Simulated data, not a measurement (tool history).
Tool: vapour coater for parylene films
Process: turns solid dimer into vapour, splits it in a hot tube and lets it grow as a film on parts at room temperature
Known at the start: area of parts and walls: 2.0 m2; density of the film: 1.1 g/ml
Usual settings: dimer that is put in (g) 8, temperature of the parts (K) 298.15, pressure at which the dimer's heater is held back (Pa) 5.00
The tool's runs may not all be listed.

run,hour,dimer that is put in (g),temperature of the parts (K),pressure at which the dimer's heater is held back (Pa),thickness of the film (nm)
1,0.0,8,298.15,5.00,1900
2,15.8,8,294.15,5.00,2300
3,26.6,8,294.15,5.00,2330
4,39.5,8,294.15,5.00,2320
5,55.4,8,294.15,5.00,2300
6,65.8,8,298.15,5.00,1890
7,75.8,8,298.15,5.00,1960
8,94.5,8,298.15,5.00,1890
9,102.7,4,298.15,5.00,950
10,114.8,4,298.15,5.00,940
11,125.6,4,298.15,5.00,970
12,141.1,8,300.15,5.00,1690
13,149.5,8,300.15,5.00,1770
14,159.2,13,298.15,5.00,3100
15,177.0,8,298.15,5.00,1880
16,189.2,8,298.15,5.00,1880
17,205.3,8,298.15,5.00,1910
18,213.3,8,298.15,5.00,1850
19,222.4,8,298.15,5.00,1870
20,241.2,4,298.15,5.00,930
21,257.7,4,298.15,5.00,980
22,265.7,4,298.15,5.00,920
23,277.3,4,298.15,5.00,960
24,295.7,4,298.15,5.00,970
25,307.2,4,298.15,5.00,940
26,315.5,4,291.15,8.61,1220
27,325.4,4,291.15,8.61,1210
28,340.3,4,304.15,7.95,680
29,353.3,6,304.15,8.96,1000
30,371.3,3,294.15,5.00,860
31,381.8,3,294.15,5.00,880
32,393.1,3,294.15,5.00,870
33,409.0,3,294.15,5.00,890
34,427.9,8,294.15,5.00,2330
35,444.1,7,292.15,5.00,2240
36,454.9,11,292.15,3.24,3820
37,464.3,11,292.15,3.24,3750
38,480.3,4,298.15,5.00,930
39,498.9,9,298.15,3.78,2280
40,508.5,4,300.15,5.66,830
41,527.6,5,290.15,5.00,1800
42,537.6,5,290.15,5.00,1790
43,546.6,5,290.15,5.00,1750
44,560.6,5,290.15,5.00,1740
45,577.3,5,290.15,5.00,1760
46,592.2,5,290.15,5.00,1760
47,602.2,7,296.15,5.00,1830

Not shown: 1 entry that the log had between the listed runs. Between which runs, and how does the tool's hidden state differ before and after?
Between runs 27 and 28: trap's valve overhauled (hour 336.5)
  vapour lost through the trap's worn valve, %: 0.9 -> 0
